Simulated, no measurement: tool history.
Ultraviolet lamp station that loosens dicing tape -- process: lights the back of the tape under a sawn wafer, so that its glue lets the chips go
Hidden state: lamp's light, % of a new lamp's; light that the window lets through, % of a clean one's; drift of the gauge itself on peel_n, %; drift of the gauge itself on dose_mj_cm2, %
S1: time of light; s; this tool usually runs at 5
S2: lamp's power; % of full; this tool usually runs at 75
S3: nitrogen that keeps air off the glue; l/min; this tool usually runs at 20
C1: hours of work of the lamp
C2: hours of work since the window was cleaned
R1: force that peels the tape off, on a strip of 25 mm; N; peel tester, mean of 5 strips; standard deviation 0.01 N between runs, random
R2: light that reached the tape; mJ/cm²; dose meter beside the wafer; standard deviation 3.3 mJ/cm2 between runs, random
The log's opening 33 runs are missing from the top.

| run | day | S1 | S2 | S3 | C1 | C2 | R1 | R2 |
|---|---|---|---|---|---|---|---|---|
| 34 | 50.879 | 10 | 67 | 21 | 1290 | 146 | 0.234 | 731 |
| 35 | 52.346 | 2 | 97 | 9 | 1309 | 165 | 3.149 | 213 |
| 36 | 53.500 | 2 | 97 | 9 | 1324 | 180 | 3.304 | 206 |
| 37 | 54.504 | 2 | 97 | 24 | 1337 | 194 | 2.188 | 203 |
| 38 | 56.533 | 9 | 70 | 9 | 1364 | 220 | 0.471 | 667 |
| 39 | 57.654 | 2 | 90 | 8 | 1379 | 235 | 3.761 | 189 |
| 40 | 59.379 | 2 | 90 | 8 | 1401 | 258 | 3.783 | 187 |
| 41 | 60.283 | 2 | 67 | 8 | 1413 | 269 | 4.693 | 142 |
| 42 | 61.458 | 3 | 94 | 7 | 1429 | 285 | 2.494 | 285 |
| 43 | 62.888 | 5 | 93 | 10 | 1447 | 304 | 0.897 | 477 |

What if the next run were any one of these 4? Each begins from the tool's condition after run 43:
| A | 65.008 | 5 | 93 | 24 | 1475 | 331 | ? | ? |
| B | 65.008 | 8 | 75 | 20 | 1475 | 331 | ? | ? |
| C | 65.008 | 2 | 75 | 32 | 1475 | 331 | ? | ? |
| D | 65.008 | 5 | 93 | 33 | 1475 | 331 | ? | ? |

| run | R1 | R2 |
|---|---|---|
| A | 0.550 | 470 |
| B | 0.356 | 596 |
| C | 3.041 | 148 |
| D | 0.468 | 464 |
Without the tool's unlogged condition, the same runs would have read:
| run | R1 | R2 |
|---|---|---|
| A | 0.276 | 663 |
| B | 0.210 | 841 |
| C | 2.000 | 209 |
| D | 0.243 | 654 |
